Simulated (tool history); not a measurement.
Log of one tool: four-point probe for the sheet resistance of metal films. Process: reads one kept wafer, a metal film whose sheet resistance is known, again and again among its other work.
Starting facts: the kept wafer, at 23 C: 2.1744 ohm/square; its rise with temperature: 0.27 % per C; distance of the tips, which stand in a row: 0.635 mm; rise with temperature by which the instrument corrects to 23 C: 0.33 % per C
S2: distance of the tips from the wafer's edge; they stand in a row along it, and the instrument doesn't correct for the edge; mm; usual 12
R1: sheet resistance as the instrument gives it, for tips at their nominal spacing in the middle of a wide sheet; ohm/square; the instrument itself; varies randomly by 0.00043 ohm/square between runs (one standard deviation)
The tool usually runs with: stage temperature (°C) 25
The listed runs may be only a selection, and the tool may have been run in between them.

{"run": 1, "day": 0.0, "stage temperature (°C)": 25, "S2": 12, "R1": 2.174331}
{"run": 2, "day": 2.096, "stage temperature (°C)": 25, "S2": 12, "R1": 2.175105}
{"run": 3, "day": 3.775, "stage temperature (°C)": 25, "S2": 12, "R1": 2.175644}
{"run": 4, "day": 5.971, "stage temperature (°C)": 25, "S2": 12, "R1": 2.176172}
{"run": 5, "day": 7.938, "stage temperature (°C)": 18, "S2": 12, "R1": 2.18519}
{"run": 6, "day": 10.133, "stage temperature (°C)": 18, "S2": 12, "R1": 2.185935}
{"run": 7, "day": 12.704, "stage temperature (°C)": 25, "S2": 5, "R1": 2.19184}
{"run": 8, "day": 14.996, "stage temperature (°C)": 25, "S2": 5, "R1": 2.192314}
{"run": 9, "day": 17.021, "stage temperature (°C)": 25, "S2": 12, "R1": 2.176943}
{"run": 10, "day": 19.408, "stage temperature (°C)": 21, "S2": 12, "R1": 2.183302}
{"run": 11, "day": 21.525, "stage temperature (°C)": 21, "S2": 12, "R1": 2.182133}
{"run": 12, "day": 22.838, "stage temperature (°C)": 21, "S2": 12, "R1": 2.183368}
{"run": 13, "day": 24.35, "stage temperature (°C)": 21, "S2": 12, "R1": 2.183244}
{"run": 14, "day": 25.758, "stage temperature (°C)": 25, "S2": 6, "R1": 2.188308}
{"run": 15, "day": 27.388, "stage temperature (°C)": 26, "S2": 12, "R1": 2.177592}
{"run": 16, "day": 29.642, "stage temperature (°C)": 26, "S2": 12, "R1": 2.177705}
{"run": 17, "day": 32.021, "stage temperature (°C)": 25, "S2": 12, "R1": 2.179381}
{"run": 18, "day": 33.708, "stage temperature (°C)": 25, "S2": 12, "R1": 2.180453}
{"run": 19, "day": 36.175, "stage temperature (°C)": 25, "S2": 12, "R1": 2.180542}
{"run": 20, "day": 37.696, "stage temperature (°C)": 25, "S2": 12, "R1": 2.180404}
{"day": 37.942, "done": "stage's thermometer calibrated"}
{"run": 21, "day": 39.45, "stage temperature (°C)": 25, "S2": 12, "R1": 2.180135}
{"run": 22, "day": 40.971, "stage temperature (°C)": 20, "S2": 12, "R1": 2.187296}
{"run": 23, "day": 42.683, "stage temperature (°C)": 25, "S2": 30, "R1": 2.177892}
{"run": 24, "day": 45.458, "stage temperature (°C)": 25, "S2": 6, "R1": 2.190998}
{"run": 25, "day": 46.992, "stage temperature (°C)": 25, "S2": 6, "R1": 2.190925}
{"run": 26, "day": 48.279, "stage temperature (°C)": 25, "S2": 6, "R1": 2.191303}
{"run": 27, "day": 50.171, "stage temperature (°C)": 21, "S2": 41, "R1": 2.184035}
{"day": 51.229, "done": "stage's thermometer calibrated, once more"}
{"run": 28, "day": 52.383, "stage temperature (°C)": 25, "S2": 5, "R1": 2.201194}
{"run": 29, "day": 54.738, "stage temperature (°C)": 25, "S2": 3, "R1": 2.234227}
{"run": 30, "day": 57.125, "stage temperature (°C)": 29, "S2": 66, "R1": 2.17855}
{"run": 31, "day": 59.096, "stage temperature (°C)": 23, "S2": 45, "R1": 2.186674}
{"run": 32, "day": 60.412, "stage temperature (°C)": 35, "S2": 12, "R1": 2.174815}
{"run": 33, "day": 61.542, "stage temperature (°C)": 35, "S2": 12, "R1": 2.175045}
{"run": 34, "day": 63.4, "stage temperature (°C)": 31, "S2": 12, "R1": 2.179888}
{"run": 35, "day": 65.4, "stage temperature (°C)": 31, "S2": 12, "R1": 2.180658}
{"run": 36, "day": 68.038, "stage temperature (°C)": 31, "S2": 12, "R1": 2.179984}
{"run": 37, "day": 69.612, "stage temperature (°C)": 31, "S2": 12, "R1": 2.181134}
{"run": 38, "day": 70.996, "stage temperature (°C)": 31, "S2": 4, "R1": 2.206081}
{"run": 39, "day": 72.542, "stage temperature (°C)": 19, "S2": 17, "R1": 2.195877}
{"run": 40, "day": 74.662, "stage temperature (°C)": 29, "S2": 4, "R1": 2.209878}
{"run": 41, "day": 76.988, "stage temperature (°C)": 27, "S2": 8, "R1": 2.192108}
{"run": 42, "day": 78.833, "stage temperature (°C)": 22, "S2": 11, "R1": 2.194152}
{"run": 43, "day": 81.033, "stage temperature (°C)": 22, "S2": 40, "R1": 2.191445}
{"run": 44, "day": 83.408, "stage temperature (°C)": 24, "S2": 7, "R1": 2.198757}
{"run": 45, "day": 85.675, "stage temperature (°C)": 20, "S2": 27, "R1": 2.19552}

Run by run, hidden condition taken away, random variation retained:
Hidden state present: inner tips' distance over the nominal, %; tips' flats over new ones', %; wafer's true temperature over the reading, C; drift of the gauge itself on sheet_ohm, %.
run=1 R1=2.174965
run=2 R1=2.175399
run=3 R1=2.175668
run=4 R1=2.175875
run=5 R1=2.18459
run=6 R1=2.184956
run=7 R1=2.190422
run=8 R1=2.190533
run=9 R1=2.174814
run=10 R1=2.180824
run=11 R1=2.179278
run=12 R1=2.180286
run=13 R1=2.179914
run=14 R1=2.184669
run=15 R1=2.173728
run=16 R1=2.173449
run=17 R1=2.17471
run=18 R1=2.175494
run=19 R1=2.17519
run=20 R1=2.174814
run=21 R1=2.175262
run=22 R1=2.18219
run=23 R1=2.172467
run=24 R1=2.185029
run=25 R1=2.184708
run=26 R1=2.184899
run=27 R1=2.177407
run=28 R1=2.190058
run=29 R1=2.222517
run=30 R1=2.166698
run=31 R1=2.17451
run=32 R1=2.162467
run=33 R1=2.162533
run=34 R1=2.167065
run=35 R1=2.167497
run=36 R1=2.166425
run=37 R1=2.167316
run=38 R1=2.191883
run=39 R1=2.181505
run=40 R1=2.195063
run=41 R1=2.177015
run=42 R1=2.178763
run=43 R1=2.17573
run=44 R1=2.182644
run=45 R1=2.179049
